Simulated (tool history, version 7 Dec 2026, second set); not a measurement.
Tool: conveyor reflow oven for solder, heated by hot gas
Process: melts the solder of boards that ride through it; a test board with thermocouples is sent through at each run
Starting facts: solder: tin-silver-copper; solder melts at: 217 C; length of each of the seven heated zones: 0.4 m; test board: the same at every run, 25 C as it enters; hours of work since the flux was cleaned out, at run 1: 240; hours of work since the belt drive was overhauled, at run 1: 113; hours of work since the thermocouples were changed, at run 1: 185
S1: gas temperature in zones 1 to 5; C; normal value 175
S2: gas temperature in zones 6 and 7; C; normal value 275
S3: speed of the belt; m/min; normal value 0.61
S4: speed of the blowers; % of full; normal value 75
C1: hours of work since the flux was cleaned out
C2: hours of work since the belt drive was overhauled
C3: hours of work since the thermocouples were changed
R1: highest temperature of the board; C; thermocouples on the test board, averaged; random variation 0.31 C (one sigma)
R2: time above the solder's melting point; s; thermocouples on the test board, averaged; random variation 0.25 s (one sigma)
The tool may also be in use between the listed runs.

run,day,S1,S2,S3,S4,C1,C2,C3,R1,R2
1,0,175,275,0.61,75,240,113,185,261.7,66.1
2,0.367,184,275,0.61,75,246,118,190,263.2,70.4
3,0.612,175,275,0.61,75,249,122,194,262,66.2
4,0.967,175,275,0.61,75,255,128,200,262.5,66.6
5,1.267,175,275,0.61,75,260,132,204,262,66.6
6,1.525,175,275,0.61,81,264,136,208,263.2,66.3
7,1.717,163,275,0.61,75,267,139,211,260.7,61.4
8,2.067,163,275,0.61,75,272,145,217,260.1,61.4
9,2.292,163,275,0.565,75,276,148,220,262.1,67.9
# day 2.612: flux residue cleaned out of gas plates and filters
10,2.667,163,275,0.565,75,1,151,223,262.5,67.7
11,2.854,186,275,0.61,75,4,154,226,263.6,70.9
12,3.167,175,275,0.61,67,9,159,231,261,64.8
13,3.383,175,275,0.61,67,12,162,234,260.8,65.3
14,3.675,175,275,0.61,67,17,167,239,260.1,64.8
15,4.05,175,287,0.61,75,22,173,244,272.4,71.7
16,4.296,175,287,0.61,75,26,176,248,272.1,71.2
17,4.558,178,270,0.51,81,30,180,252,262.6,82.7
# day 4.925: flux residue cleaned out of gas plates and filters, once more
18,4.954,186,275,0.61,53,0,183,255,262.9,71.2
19,5.129,164,275,0.61,53,3,186,258,259.2,60.5
20,5.45,175,286,0.61,50,8,191,263,269.9,69.9
21,5.708,175,280,0.61,71,12,195,267,268.1,69.6
22,5.946,175,280,0.517,71,16,199,271,272.7,84.9
23,6.129,164,265,0.642,69,19,202,274,251.3,52.9
24,6.433,164,265,0.642,69,24,206,278,251.8,53.1

What will run 25 give?
25,6.7,164,265,0.642,69,28,211,283,?,?

R1: 251.4 C
R2: 53 s
With no hidden state in the tool, this same run would have given R1 250.5 C, R2 52.1 s.
